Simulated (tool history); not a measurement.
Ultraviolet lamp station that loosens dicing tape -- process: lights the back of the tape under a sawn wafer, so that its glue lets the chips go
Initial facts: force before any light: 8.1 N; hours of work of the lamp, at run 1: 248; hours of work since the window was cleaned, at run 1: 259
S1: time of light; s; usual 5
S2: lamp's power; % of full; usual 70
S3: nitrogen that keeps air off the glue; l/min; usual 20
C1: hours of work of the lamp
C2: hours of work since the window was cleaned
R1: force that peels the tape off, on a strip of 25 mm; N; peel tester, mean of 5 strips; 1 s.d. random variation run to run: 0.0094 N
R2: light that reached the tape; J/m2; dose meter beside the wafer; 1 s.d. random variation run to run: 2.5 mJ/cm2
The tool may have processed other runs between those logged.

run   hour  S1  S2  S3   C1   C2     R1    R2
  1      0   5  70  20  248  259  0.687  2170
  2   13.5   5  70  20  254  265  0.708  2150
  3   23.5   5  70  20  259  270  0.726  2110
  4   37.5   5  70  11  266  277  1.144  2080
  5   57.7   5  70  11  276  287  1.149  2110
  6   73.7   5  70  20  284  295  0.715  2070
  7     91   5  70  20  292  304  0.782  2040
  8  101.8   5  70  20  298  309  0.758  2020
  9  110.8   5  70  20  302  313  0.767  2030
 10  127.9   5  70  20  311  322  0.792  2010
 11  143.4   5  70  20  318  329  0.799  1950
 12  155.5   5  70  20  324  335  0.816  1980
 13  166.3   5  70  10  330  341  1.394  1930
 14  184.9   5  70  26  339  350  0.719  1980
 15  202.9   5  70  26  348  359  0.707  1940
 16  215.7   5  70  26  354  365  0.757  1930
 17  236.3   5  70  26  364  375  0.773  1850
       254  -- window cleaned of glue's vapour
 18  255.8   5  70  26  373    1  0.501  2290
 19  276.3   5  70  26  384   11  0.547  2210
 20  292.4   5  77  20  391   19   0.53  2430
 21  304.9   5  77  20  398   25  0.541  2390
 22  321.8   5  80  11  406   33  0.838  2490
 23  341.5   8  70  20  416   43  0.287  3470
 24  354.2   5  73  20  422   49  0.664  2230
 25  372.7   9  95   8  431   59  0.272  5140
 26  382.8  10  69  10  436   64  0.334  4120
 27  398.7  10  69  10  444   71  0.332  4100
 28  418.7   4  70  25  454   81  1.009  1660
 29  437.5   2  70  25  463   90  2.692   800
 30  458.5   9  81  20  473  101  0.229  4170
 31    468   5  61  15  478  106  1.262  1730
 32  488.5   3  88   7  488  116  2.419  1480
 33  501.9   5  70   8  495  122  1.628  1950
 34  512.3   5  70   8  500  127  1.604  1970
 35  522.8   5  70   8  505  133  1.639  1920
 36    543   5  70   8  515  143  1.658  1870

The next listed run, before its measurement:
 37  554.9   5  70   8  521  148   ?   ?

R1: 1.71 N
R2: 1910 J/m2
With the hidden condition absent and the run-to-run variation left alone, this run would have shown R1 0.846 N, R2 2870 J/m2.
